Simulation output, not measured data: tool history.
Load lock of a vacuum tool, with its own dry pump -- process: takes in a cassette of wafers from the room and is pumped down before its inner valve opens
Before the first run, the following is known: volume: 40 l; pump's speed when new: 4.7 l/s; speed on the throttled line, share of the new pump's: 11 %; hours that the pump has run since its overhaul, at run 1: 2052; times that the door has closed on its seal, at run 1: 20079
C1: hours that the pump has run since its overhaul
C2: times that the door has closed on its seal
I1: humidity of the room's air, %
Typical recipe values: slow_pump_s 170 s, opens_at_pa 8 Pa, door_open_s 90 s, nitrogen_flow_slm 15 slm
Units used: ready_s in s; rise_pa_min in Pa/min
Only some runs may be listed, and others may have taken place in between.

Run 1, day 0: usual settings; C1 2052; C2 20079; I1 47.3. Result: ready_s 233.3 s, rise_pa_min 0.095 Pa/min.
Run 2, day 11.296: usual settings; C1 2323; C2 20809; I1 43.9. Result: ready_s 234.2 s, rise_pa_min 0.102 Pa/min.
Run 3, day 24.542: usual settings but nitrogen_flow_slm 27 slm; C1 2641; C2 21665; I1 44.4. Result: ready_s 233.7 s, rise_pa_min 0.097 Pa/min.
Run 4, day 41.254: usual settings but nitrogen_flow_slm 27 slm; C1 3042; C2 22745; I1 44.6. Result: ready_s 234.7 s, rise_pa_min 0.106 Pa/min.
Run 5, day 54.5: usual settings but nitrogen_flow_slm 27 slm; C1 3360; C2 23601; I1 43.5. Result: ready_s 235.4 s, rise_pa_min 0.111 Pa/min.
Run 6, day 61.842: usual settings but door_open_s 83 s, nitrogen_flow_slm 27 slm; C1 3536; C2 24076; I1 43.3. Result: ready_s 234.4 s, rise_pa_min 0.106 Pa/min.
Run 7, day 76.879: usual settings but door_open_s 83 s, nitrogen_flow_slm 27 slm; C1 3897; C2 25048; I1 45. Result: ready_s 233.3 s, rise_pa_min 0.111 Pa/min.
Run 8, day 89.438: usual settings but slow_pump_s 182 s; C1 4199; C2 25860; I1 43.2. Result: ready_s 248.1 s, rise_pa_min 0.126 Pa/min.
Run 9, day 102.646: usual settings but slow_pump_s 182 s; C1 4516; C2 26713; I1 48.2. Result: ready_s 246.5 s, rise_pa_min 0.125 Pa/min.
Run 10, day 114.771: usual settings but slow_pump_s 182 s; C1 4807; C2 27497; I1 44.5. Result: ready_s 247.2 s, rise_pa_min 0.132 Pa/min.
Run 11, day 123.275: usual settings but nitrogen_flow_slm 4 slm; C1 5011; C2 28047; I1 46.1. Result: ready_s 238.1 s, rise_pa_min 0.155 Pa/min.
Run 12, day 135.95: usual settings but nitrogen_flow_slm 4 slm; C1 5315; C2 28866; I1 42.2. Result: ready_s 236.8 s, rise_pa_min 0.149 Pa/min.
Run 13, day 147.942: usual settings but slow_pump_s 157 s, nitrogen_flow_slm 7 slm; C1 5603; C2 29641; I1 47.5. Result: ready_s 227.8 s, rise_pa_min 0.155 Pa/min.
Run 14, day 159.112: usual settings but slow_pump_s 171 s, nitrogen_flow_slm 8 slm; C1 5871; C2 30363; I1 42.2. Result: ready_s 238.6 s, rise_pa_min 0.16 Pa/min.
Run 15, day 167.267: usual settings but slow_pump_s 98 s, nitrogen_flow_slm 4 slm; C1 6067; C2 30890; I1 44.2. Result: ready_s 174.8 s, rise_pa_min 0.159 Pa/min.
Run 16, day 182.042: usual settings but slow_pump_s 95 s, opens_at_pa 14 Pa, door_open_s 60 s, nitrogen_flow_slm 8 slm; C1 6421; C2 31845; I1 45.2. Result: ready_s 167 s, rise_pa_min 0.167 Pa/min.
Run 17, day 194.579: usual settings but slow_pump_s 124 s, opens_at_pa 10 Pa, door_open_s 35 s; C1 6722; C2 32656; I1 42.3. Result: ready_s 195.1 s, rise_pa_min 0.152 Pa/min.
Run 18, day 210.533: usual settings but slow_pump_s 124 s, opens_at_pa 10 Pa, door_open_s 35 s; C1 7105; C2 33687; I1 46.7. Result: ready_s 198.1 s, rise_pa_min 0.158 Pa/min.
Run 19, day 220.829: usual settings but opens_at_pa 11 Pa; C1 7352; C2 34352; I1 43.1. Result: ready_s 236.9 s, rise_pa_min 0.174 Pa/min.
Run 20, day 232.4: usual settings but slow_pump_s 174 s, opens_at_pa 12 Pa, door_open_s 44 s, nitrogen_flow_slm 28 slm; C1 7630; C2 35100; I1 45.8. Result: ready_s 239.1 s, rise_pa_min 0.17 Pa/min.
Run 21, day 249.1: usual settings but slow_pump_s 174 s, opens_at_pa 12 Pa, door_open_s 44 s, nitrogen_flow_slm 28 slm; C1 8031; C2 36180; I1 49.1. Result: ready_s 240.3 s, rise_pa_min 0.18 Pa/min.
Run 22, day 259: usual settings but slow_pump_s 93 s, opens_at_pa 14 Pa, nitrogen_flow_slm 23 slm; C1 8268; C2 36819; I1 43.4. Result: ready_s 166.6 s, rise_pa_min 0.189 Pa/min.

3 ways to go on from here, each from the tool as it stands after run 22. What would each give?
Run A, day 270.517: usual settings but nitrogen_flow_slm 32 slm; C1 8545; C2 37564; I1 45.9. Result: ready_s ?, rise_pa_min ?.
Run B, day 270.517: usual settings but slow_pump_s 93 s, opens_at_pa 7 Pa, door_open_s 27 s, nitrogen_flow_slm 12 slm; C1 8545; C2 37564; I1 46.3. Result: ready_s ?, rise_pa_min ?.
Run C, day 270.517: usual settings but slow_pump_s 269 s, door_open_s 46 s, nitrogen_flow_slm 4 slm; C1 8545; C2 37564; I1 49.1. Result: ready_s ?, rise_pa_min ?.

run  ready_s  rise_pa_min
  A    241.1        0.195
  B    175.8        0.188
  C    324.5        0.205
What these runs would have given with no unlogged condition in the tool:
run  ready_s  rise_pa_min
  A    232.2        0.026
  B    165.4        0.019
  C    317.1        0.035
